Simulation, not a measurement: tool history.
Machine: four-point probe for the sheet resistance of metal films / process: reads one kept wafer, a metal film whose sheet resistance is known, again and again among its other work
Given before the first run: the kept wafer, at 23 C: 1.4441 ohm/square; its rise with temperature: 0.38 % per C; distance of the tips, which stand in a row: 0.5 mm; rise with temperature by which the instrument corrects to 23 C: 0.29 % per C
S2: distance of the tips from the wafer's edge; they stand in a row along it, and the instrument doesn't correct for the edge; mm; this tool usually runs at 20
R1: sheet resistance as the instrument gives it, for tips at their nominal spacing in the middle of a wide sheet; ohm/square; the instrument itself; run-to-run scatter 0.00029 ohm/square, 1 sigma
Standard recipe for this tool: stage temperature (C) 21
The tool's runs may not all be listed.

run 1 hour=0.0 | stage_temperature_(C)=21 S2=20 | R1=1.441450
run 2 hour=11.7 | stage_temperature_(C)=21 S2=38 | R1=1.440957
run 3 hour=28.5 | stage_temperature_(C)=21 S2=38 | R1=1.440955
run 4 hour=41.0 | stage_temperature_(C)=19 S2=20 | R1=1.438289
run 5 hour=50.8 | stage_temperature_(C)=21 S2=26 | R1=1.440433
run 6 hour=66.1 | stage_temperature_(C)=21 S2=26 | R1=1.440329
run 7 hour=81.4 | stage_temperature_(C)=21 S2=26 | R1=1.440502
run 8 hour=90.6 | stage_temperature_(C)=23 S2=30 | R1=1.442873
run 9 hour=104.5 | stage_temperature_(C)=23 S2=30 | R1=1.442601
run 10 hour=115.1 | stage_temperature_(C)=19 S2=27 | R1=1.438171

Some steps in R1, run to run, broken into two amounts with sign: the step expected even without the hidden condition (settings, incoming material, random variation), and the rest, left for the hidden condition together with whatever gauge scatter is not in both the measured and the hidden-condition-free result:
What the log doesn't record here: inner tips' distance over the nominal, %; tips' flats over new ones', %; wafer's true temperature over the reading, C; drift of the gauge itself on sheet_ohm, %.
Run 2 -> 3: no setting touched and nothing written in the log between the runs. R1 -0.000002 ohm/square: hidden state -0.000082, all else +0.000080.
Run 9 -> 10: stage temperature (C) 23 -> 19, S2 30 -> 27. R1 -0.004430 ohm/square: hidden state -0.000063, all else -0.004367.

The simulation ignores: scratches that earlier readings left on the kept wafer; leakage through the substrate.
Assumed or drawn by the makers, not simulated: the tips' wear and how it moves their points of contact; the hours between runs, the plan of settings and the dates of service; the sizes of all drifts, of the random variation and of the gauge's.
